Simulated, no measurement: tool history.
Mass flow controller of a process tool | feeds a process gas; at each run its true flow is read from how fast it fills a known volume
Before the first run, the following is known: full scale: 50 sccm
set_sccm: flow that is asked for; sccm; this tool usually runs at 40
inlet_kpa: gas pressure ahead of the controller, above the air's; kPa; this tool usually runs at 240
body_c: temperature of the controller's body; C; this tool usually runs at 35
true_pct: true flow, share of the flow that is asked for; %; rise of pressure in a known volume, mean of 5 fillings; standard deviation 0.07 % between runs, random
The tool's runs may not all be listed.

Run 1, day 0.000: usual settings. Result: true_pct 98.52 %.
Run 2, day 8.879: usual settings but body_c 29 C. Result: true_pct 99.03 %.
Run 3, day 18.804: usual settings but body_c 29 C. Result: true_pct 98.94 %.
Run 4, day 27.662: usual settings but body_c 29 C. Result: true_pct 98.93 %.
Run 5, day 36.758: usual settings but body_c 29 C. Result: true_pct 98.81 %.
Run 6, day 43.633: usual settings but set_sccm 27 sccm, body_c 29 C. Result: true_pct 98.54 %.
Run 7, day 52.329: usual settings but set_sccm 27 sccm, body_c 29 C. Result: true_pct 98.43 %.
Run 8, day 57.229: usual settings but set_sccm 27 sccm, body_c 29 C. Result: true_pct 98.39 %.
Run 9, day 66.771: usual settings but set_sccm 27 sccm, inlet_kpa 209 kPa, body_c 23 C. Result: true_pct 99.33 %.
Run 10, day 74.233: usual settings but set_sccm 29 sccm, inlet_kpa 140 kPa, body_c 38 C. Result: true_pct 98.06 %.

Predict each of these 3 candidate next runs independently; none follows another, all start after run 10:
Run A, day 83.662: usual settings but set_sccm 11 sccm, body_c 36 C. Result: true_pct ?.
Run B, day 83.662: usual settings but set_sccm 29 sccm, inlet_kpa 144 kPa, body_c 38 C. Result: true_pct ?.
Run C, day 83.662: usual settings but set_sccm 29 sccm, inlet_kpa 171 kPa, body_c 24 C. Result: true_pct ?.

run  true_pct
  A     97.02
  B     97.89
  C     99.21
With the hidden condition removed and each run's random variation left untouched, the same runs would have given:
run  true_pct
  A     97.45
  B     98.32
  C     99.64
